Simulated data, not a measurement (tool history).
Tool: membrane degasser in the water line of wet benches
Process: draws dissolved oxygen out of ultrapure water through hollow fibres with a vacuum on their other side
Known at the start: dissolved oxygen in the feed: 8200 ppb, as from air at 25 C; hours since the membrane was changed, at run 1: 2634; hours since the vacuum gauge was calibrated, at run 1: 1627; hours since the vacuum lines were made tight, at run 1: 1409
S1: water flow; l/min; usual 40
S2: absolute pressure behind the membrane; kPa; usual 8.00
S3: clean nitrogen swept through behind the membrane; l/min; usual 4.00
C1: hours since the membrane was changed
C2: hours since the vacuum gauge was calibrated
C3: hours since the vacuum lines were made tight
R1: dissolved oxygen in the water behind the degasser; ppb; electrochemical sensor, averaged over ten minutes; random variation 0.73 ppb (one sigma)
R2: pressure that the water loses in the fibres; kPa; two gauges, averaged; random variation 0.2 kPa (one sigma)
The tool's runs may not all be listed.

run 1 hour=0.0 | S1=40 S2=8.00 S3=4.00 | C1=2634 C2=1627 C3=1409 | R1=125.3 R2=44.26
run 2 hour=61.1 | S1=40 S2=8.00 S3=4.00 | C1=2695 C2=1688 C3=1471 | R1=123.7 R2=44.05
run 3 hour=103.8 | S1=40 S2=8.00 S3=2.63 | C1=2737 C2=1731 C3=1513 | R1=178.2 R2=44.30
run 4 hour=161.3 | S1=40 S2=8.00 S3=4.00 | C1=2795 C2=1788 C3=1571 | R1=124.4 R2=44.43
run 5 hour=219.2 | S1=40 S2=8.00 S3=4.00 | C1=2853 C2=1846 C3=1629 | R1=123.9 R2=44.41
run 6 hour=280.0 | S1=40 S2=8.00 S3=4.00 | C1=2914 C2=1907 C3=1689 | R1=124.0 R2=44.51
run 7 hour=323.0 | S1=40 S2=8.00 S3=4.00 | C1=2957 C2=1950 C3=1732 | R1=124.7 R2=44.30
run 8 hour=386.3 | S1=40 S2=18.91 S3=4.00 | C1=3020 C2=2013 C3=1796 | R1=369.6 R2=43.96
run 9 hour=447.2 | S1=40 S2=8.00 S3=1.91 | C1=3081 C2=2074 C3=1857 | R1=235.7 R2=44.63
run 10 hour=504.7 | S1=40 S2=8.00 S3=1.91 | C1=3138 C2=2132 C3=1914 | R1=232.2 R2=43.64
run 11 hour=538.4 | S1=40 S2=8.00 S3=1.91 | C1=3172 C2=2165 C3=1948 | R1=232.3 R2=44.57
run 12 hour=601.8 | S1=40 S2=8.00 S3=4.00 | C1=3235 C2=2229 C3=2011 | R1=125.3 R2=44.51
run 13 hour=639.1 | S1=40 S2=8.00 S3=4.00 | C1=3273 C2=2266 C3=2049 | R1=125.2 R2=44.38
run 14 hour=672.4 | S1=40 S2=8.00 S3=4.00 | C1=3306 C2=2299 C3=2082 | R1=123.5 R2=44.60
run 15 hour=709.6 | S1=40 S2=8.00 S3=4.00 | C1=3343 C2=2336 C3=2119 | R1=126.1 R2=44.48
run 16 hour=751.6 | S1=40 S2=8.00 S3=4.00 | C1=3385 C2=2378 C3=2161 | R1=126.6 R2=44.36
run 17 hour=813.8 | S1=40 S2=7.06 S3=4.00 | C1=3448 C2=2441 C3=2223 | R1=103.4 R2=45.01
-- hour=819.3 vacuum gauge calibrated
run 18 hour=854.6 | S1=25 S2=19.64 S3=4.65 | C1=3488 C2=35 C3=2264 | R1=213.5 R2=27.72
run 19 hour=896.4 | S1=25 S2=19.64 S3=4.28 | C1=3530 C2=77 C3=2305 | R1=232.2 R2=27.91
run 20 hour=956.7 | S1=33 S2=8.22 S3=6.90 | C1=3590 C2=137 C3=2366 | R1=64.4 R2=36.67
run 21 hour=992.3 | S1=33 S2=8.22 S3=6.90 | C1=3625 C2=173 C3=2401 | R1=64.5 R2=36.95
run 22 hour=1023.3 | S1=31 S2=8.00 S3=1.66 | C1=3656 C2=204 C3=2432 | R1=206.0 R2=34.55
run 23 hour=1086.9 | S1=52 S2=15.06 S3=4.44 | C1=3720 C2=268 C3=2496 | R1=354.4 R2=57.71
run 24 hour=1144.2 | S1=32 S2=10.60 S3=6.78 | C1=3777 C2=325 C3=2553 | R1=89.9 R2=35.51
-- hour=1173.6 vacuum gauge calibrated, once more
run 25 hour=1212.2 | S1=55 S2=18.77 S3=5.58 | C1=3845 C2=39 C3=2621 | R1=397.6 R2=61.06
run 26 hour=1257.0 | S1=36 S2=5.54 S3=1.80 | C1=3890 C2=83 C3=2665 | R1=108.1 R2=40.13
run 27 hour=1290.6 | S1=54 S2=8.19 S3=2.75 | C1=3923 C2=117 C3=2699 | R1=260.7 R2=60.27
run 28 hour=1340.3 | S1=41 S2=8.19 S3=2.57 | C1=3973 C2=167 C3=2749 | R1=192.0 R2=45.81
run 29 hour=1372.6 | S1=40 S2=8.00 S3=2.40 | C1=4005 C2=199 C3=2781 | R1=189.9 R2=44.89
run 30 hour=1414.5 | S1=40 S2=8.00 S3=2.40 | C1=4047 C2=241 C3=2823 | R1=189.8 R2=44.61
run 31 hour=1474.2 | S1=36 S2=8.00 S3=8.12 | C1=4107 C2=301 C3=2883 | R1=59.1 R2=40.27
run 32 hour=1519.2 | S1=40 S2=5.84 S3=3.69 | C1=4152 C2=346 C3=2928 | R1=77.3 R2=45.02

Forecast each of these 3 alternatives for the next run:
run A hour=1575.1 | S1=33 S2=5.84 S3=3.69 | C1=4208 C2=401 C3=2984 | R1=? R2=?
run B hour=1575.1 | S1=30 S2=8.00 S3=10.88 | C1=4208 C2=401 C3=2984 | R1=? R2=?
run C hour=1575.1 | S1=44 S2=15.50 S3=1.95 | C1=4208 C2=401 C3=2984 | R1=? R2=?

run=A R1=59.6 R2=36.84
run=B R1=34.8 R2=33.44
run=C R1=589.4 R2=48.92
Without the tool's hidden state the same runs would have given:
run=A R1=58.8 R2=35.85
run=B R1=34.2 R2=32.54
run=C R1=586.0 R2=47.61
